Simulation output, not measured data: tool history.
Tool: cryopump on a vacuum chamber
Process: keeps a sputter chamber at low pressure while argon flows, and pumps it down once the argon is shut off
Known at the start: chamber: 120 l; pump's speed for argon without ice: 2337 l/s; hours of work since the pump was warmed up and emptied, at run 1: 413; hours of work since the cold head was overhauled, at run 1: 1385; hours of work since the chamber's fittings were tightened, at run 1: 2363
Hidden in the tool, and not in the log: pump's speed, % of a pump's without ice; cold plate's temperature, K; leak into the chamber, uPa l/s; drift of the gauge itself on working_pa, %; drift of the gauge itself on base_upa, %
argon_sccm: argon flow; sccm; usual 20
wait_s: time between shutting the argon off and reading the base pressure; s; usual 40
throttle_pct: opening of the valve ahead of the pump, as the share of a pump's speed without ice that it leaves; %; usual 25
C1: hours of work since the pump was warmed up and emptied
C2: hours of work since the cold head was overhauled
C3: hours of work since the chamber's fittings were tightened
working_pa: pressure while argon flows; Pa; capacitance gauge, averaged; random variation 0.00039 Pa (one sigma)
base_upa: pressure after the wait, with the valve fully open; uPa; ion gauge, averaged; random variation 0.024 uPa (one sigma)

{"run": 1, "hour": 0.0, "argon_sccm": 20, "wait_s": 40, "throttle_pct": 25, "C1": 413, "C2": 1385, "C3": 2363, "working_pa": 0.0593, "base_upa": 2.19}
{"run": 2, "hour": 72.8, "argon_sccm": 20, "wait_s": 40, "throttle_pct": 25, "C1": 473, "C2": 1445, "C3": 2423, "working_pa": 0.0594, "base_upa": 2.24}
{"run": 3, "hour": 168.9, "argon_sccm": 20, "wait_s": 40, "throttle_pct": 25, "C1": 552, "C2": 1525, "C3": 2503, "working_pa": 0.0599, "base_upa": 2.36}
{"hour": 230.0, "done": "leaking fittings of the chamber tightened, without venting"}
{"run": 4, "hour": 290.6, "argon_sccm": 20, "wait_s": 40, "throttle_pct": 38, "C1": 652, "C2": 1624, "C3": 50, "working_pa": 0.0405, "base_upa": 0.92}
{"run": 5, "hour": 354.8, "argon_sccm": 20, "wait_s": 40, "throttle_pct": 25, "C1": 705, "C2": 1677, "C3": 103, "working_pa": 0.0601, "base_upa": 0.92}
{"run": 6, "hour": 479.6, "argon_sccm": 20, "wait_s": 40, "throttle_pct": 25, "C1": 808, "C2": 1780, "C3": 207, "working_pa": 0.0607, "base_upa": 1}
{"run": 7, "hour": 590.8, "argon_sccm": 20, "wait_s": 40, "throttle_pct": 25, "C1": 900, "C2": 1872, "C3": 299, "working_pa": 0.0608, "base_upa": 1.12}
{"hour": 628.7, "done": "pump warmed up, emptied and cooled again"}
{"run": 8, "hour": 711.7, "argon_sccm": 20, "wait_s": 40, "throttle_pct": 22, "C1": 69, "C2": 1968, "C3": 395, "working_pa": 0.0666, "base_upa": 1.09}
{"run": 9, "hour": 834.6, "argon_sccm": 20, "wait_s": 40, "throttle_pct": 22, "C1": 170, "C2": 2070, "C3": 496, "working_pa": 0.0667, "base_upa": 1.16}
{"run": 10, "hour": 934.1, "argon_sccm": 20, "wait_s": 40, "throttle_pct": 43, "C1": 253, "C2": 2152, "C3": 579, "working_pa": 0.0347, "base_upa": 1.15}
{"run": 11, "hour": 1033.3, "argon_sccm": 20, "wait_s": 40, "throttle_pct": 43, "C1": 335, "C2": 2235, "C3": 661, "working_pa": 0.0346, "base_upa": 1.25}
{"run": 12, "hour": 1085.1, "argon_sccm": 20, "wait_s": 40, "throttle_pct": 43, "C1": 378, "C2": 2278, "C3": 704, "working_pa": 0.0352, "base_upa": 1.29}
{"run": 13, "hour": 1195.3, "argon_sccm": 20, "wait_s": 40, "throttle_pct": 41, "C1": 469, "C2": 2369, "C3": 795, "working_pa": 0.0371, "base_upa": 1.31}
{"run": 14, "hour": 1271.1, "argon_sccm": 20, "wait_s": 40, "throttle_pct": 41, "C1": 532, "C2": 2431, "C3": 858, "working_pa": 0.0377, "base_upa": 1.38}
{"run": 15, "hour": 1342.6, "argon_sccm": 20, "wait_s": 40, "throttle_pct": 41, "C1": 591, "C2": 2491, "C3": 917, "working_pa": 0.037, "base_upa": 1.36}
{"run": 16, "hour": 1431.4, "argon_sccm": 14, "wait_s": 94, "throttle_pct": 25, "C1": 665, "C2": 2564, "C3": 990, "working_pa": 0.0423, "base_upa": 1.06}
{"run": 17, "hour": 1550.6, "argon_sccm": 14, "wait_s": 49, "throttle_pct": 25, "C1": 763, "C2": 2663, "C3": 1089, "working_pa": 0.0425, "base_upa": 1.43}
{"run": 18, "hour": 1639.4, "argon_sccm": 14, "wait_s": 49, "throttle_pct": 25, "C1": 837, "C2": 2736, "C3": 1163, "working_pa": 0.0428, "base_upa": 1.49}
{"hour": 1752.0, "done": "pump warmed up, emptied and cooled again"}
{"run": 19, "hour": 1752.9, "argon_sccm": 17, "wait_s": 170, "throttle_pct": 17, "C1": 1, "C2": 2826, "C3": 1253, "working_pa": 0.0727, "base_upa": 0.94}
{"run": 20, "hour": 1856.8, "argon_sccm": 17, "wait_s": 170, "throttle_pct": 55, "C1": 87, "C2": 2912, "C3": 1339, "working_pa": 0.0227, "base_upa": 1.08}
{"run": 21, "hour": 1975.1, "argon_sccm": 17, "wait_s": 170, "throttle_pct": 55, "C1": 185, "C2": 3010, "C3": 1437, "working_pa": 0.0231, "base_upa": 1.13}
{"run": 22, "hour": 2090.5, "argon_sccm": 18, "wait_s": 106, "throttle_pct": 24, "C1": 280, "C2": 3106, "C3": 1532, "working_pa": 0.0553, "base_upa": 1.25}
{"run": 23, "hour": 2213.3, "argon_sccm": 20, "wait_s": 87, "throttle_pct": 48, "C1": 382, "C2": 3207, "C3": 1634, "working_pa": 0.0319, "base_upa": 1.39}
{"run": 24, "hour": 2291.1, "argon_sccm": 18, "wait_s": 52, "throttle_pct": 24, "C1": 446, "C2": 3272, "C3": 1698, "working_pa": 0.056, "base_upa": 1.71}
{"run": 25, "hour": 2383.6, "argon_sccm": 17, "wait_s": 59, "throttle_pct": 27, "C1": 523, "C2": 3348, "C3": 1775, "working_pa": 0.0472, "base_upa": 1.64}
{"run": 26, "hour": 2474.0, "argon_sccm": 17, "wait_s": 59, "throttle_pct": 27, "C1": 598, "C2": 3423, "C3": 1850, "working_pa": 0.0479, "base_upa": 1.75}
{"run": 27, "hour": 2571.0, "argon_sccm": 17, "wait_s": 73, "throttle_pct": 31, "C1": 678, "C2": 3504, "C3": 1930, "working_pa": 0.0422, "base_upa": 1.72}

Forecast run 28:
{"run": 28, "hour": 2655.8, "argon_sccm": 8, "wait_s": 40, "throttle_pct": 37, "C1": 748, "C2": 3574, "C3": 2000, "working_pa": "?", "base_upa": "?"}

Run 28 gave working_pa 0.0169 Pa, base_upa 2.12 uPa.
Without the tool's hidden state the same run would have given working_pa 0.0158 Pa, base_upa 0.87 uPa.
